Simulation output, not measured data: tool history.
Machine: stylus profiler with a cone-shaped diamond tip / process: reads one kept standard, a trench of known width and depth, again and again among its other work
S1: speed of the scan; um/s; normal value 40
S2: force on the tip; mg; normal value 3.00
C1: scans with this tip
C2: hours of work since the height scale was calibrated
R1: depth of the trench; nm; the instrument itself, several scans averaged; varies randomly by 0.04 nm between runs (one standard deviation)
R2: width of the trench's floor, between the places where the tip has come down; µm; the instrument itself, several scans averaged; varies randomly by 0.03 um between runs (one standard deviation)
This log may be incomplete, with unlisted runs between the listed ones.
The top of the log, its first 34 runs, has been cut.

| run | hour | S1 | S2 | C1 | C2 | R1 | R2 |
|---|---|---|---|---|---|---|---|
| 35 | 1141.2 | 20 | 1.92 | 6157 | 841 | 100.87 | 18.13 |
| 36 | 1179.3 | 44 | 5.08 | 6291 | 860 | 101.96 | 18.12 |
| 37 | 1204.6 | 44 | 5.08 | 6380 | 872 | 101.94 | 18.15 |
| 38 | 1244.6 | 44 | 4.64 | 6522 | 891 | 101.81 | 18.07 |
| 39 | 1270.5 | 44 | 4.64 | 6613 | 904 | 101.80 | 18.06 |
| 40 | 1297.1 | 45 | 1.13 | 6706 | 916 | 100.45 | 17.84 |
| 41 | 1327.9 | 42 | 5.05 | 6815 | 931 | 101.88 | 18.09 |
| 42 | 1347.0 | 11 | 2.71 | 6883 | 940 | 101.10 | 18.23 |
| 43 | 1383.7 | 43 | 7.59 | 7012 | 958 | 102.58 | 18.12 |
| 44 | 1410.5 | 17 | 2.47 | 7107 | 971 | 101.07 | 18.16 |
| 45 | 1438.0 | 17 | 2.47 | 7204 | 984 | 100.92 | 18.16 |
| 46 | 1477.4 | 17 | 2.47 | 7343 | 1003 | 100.92 | 18.13 |

Forecast each of these 3 alternatives for the next run:
| A | 1523.0 | 102 | 3.60 | 7504 | 1025 | ? | ? |
| B | 1523.0 | 28 | 3.00 | 7504 | 1025 | ? | ? |
| C | 1523.0 | 114 | 1.47 | 7504 | 1025 | ? | ? |

| run | R1 | R2 |
|---|---|---|
| A | 101.38 | 17.71 |
| B | 101.19 | 18.10 |
| C | 100.59 | 17.36 |
Stripped of hidden state, with their random variation kept, the same runs would have yielded:
| run | R1 | R2 |
|---|---|---|
| A | 101.82 | 18.08 |
| B | 101.63 | 18.47 |
| C | 101.03 | 17.73 |

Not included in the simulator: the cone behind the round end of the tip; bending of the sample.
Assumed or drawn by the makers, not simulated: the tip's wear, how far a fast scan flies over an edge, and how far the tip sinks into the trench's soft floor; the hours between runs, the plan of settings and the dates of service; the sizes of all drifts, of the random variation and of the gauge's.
